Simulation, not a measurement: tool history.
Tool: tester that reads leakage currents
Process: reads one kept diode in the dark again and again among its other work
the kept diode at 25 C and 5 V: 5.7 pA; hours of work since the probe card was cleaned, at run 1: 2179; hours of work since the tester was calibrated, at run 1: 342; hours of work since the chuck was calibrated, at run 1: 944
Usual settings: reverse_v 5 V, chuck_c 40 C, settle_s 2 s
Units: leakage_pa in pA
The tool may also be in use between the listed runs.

run   hour  reverse_v  chuck_c  settle_s  hours of work since the probe card was cleaned  hours of work since the tester was calibrated  hours of work since the chuck was calibrated  leakage_pa
  1      0          5       40         2                                            2179                                            342                                           944       19.77
  2   27.9          5       40         2                                            2198                                            361                                           962       19.59
  3   51.7          5       40         2                                            2214                                            376                                           978       19.68
  4   74.9          5       40      1.36                                            2229                                            392                                           993       19.81
  5     88          5       52      1.36                                            2238                                            401                                          1002       47.55
  6    118      13.93       40         2                                            2258                                            421                                          1022        34.3
  7  136.3      13.93       40         2                                            2270                                            433                                          1034       34.37
  8  157.3        6.7       25         2                                            2284                                            447                                          1048        7.06
  9  185.9       4.64       43      0.86                                            2303                                            466                                          1067       23.95
 10  211.9       8.19       40         2                                            2320                                            483                                          1085       25.58
 11    242        4.9       35      1.68                                            2340                                            503                                          1105       13.21
 12  264.6      11.53       41      6.16                                            2356                                            518                                          1120       33.08
 13  290.9      18.32       33      0.31                                            2373                                            536                                          1137       27.22

Forecast each of these 4 alternatives for the next run:
  A  313.7      10.25       21      2.11                                            2388                                            551                                          1153           ?
  B  313.7      14.78       33      0.31                                            2388                                            551                                          1153           ?
  C  313.7       4.03       50      1.45                                            2388                                            551                                          1153           ?
  D  313.7      18.32       31      0.31                                            2388                                            551                                          1153           ?

run  leakage_pa
  A        6.51
  B       23.78
  C       36.65
  D        23.8
Without the tool's hidden state the same runs would have given:
run  leakage_pa
  A        6.48
  B       23.72
  C       36.63
  D       23.73
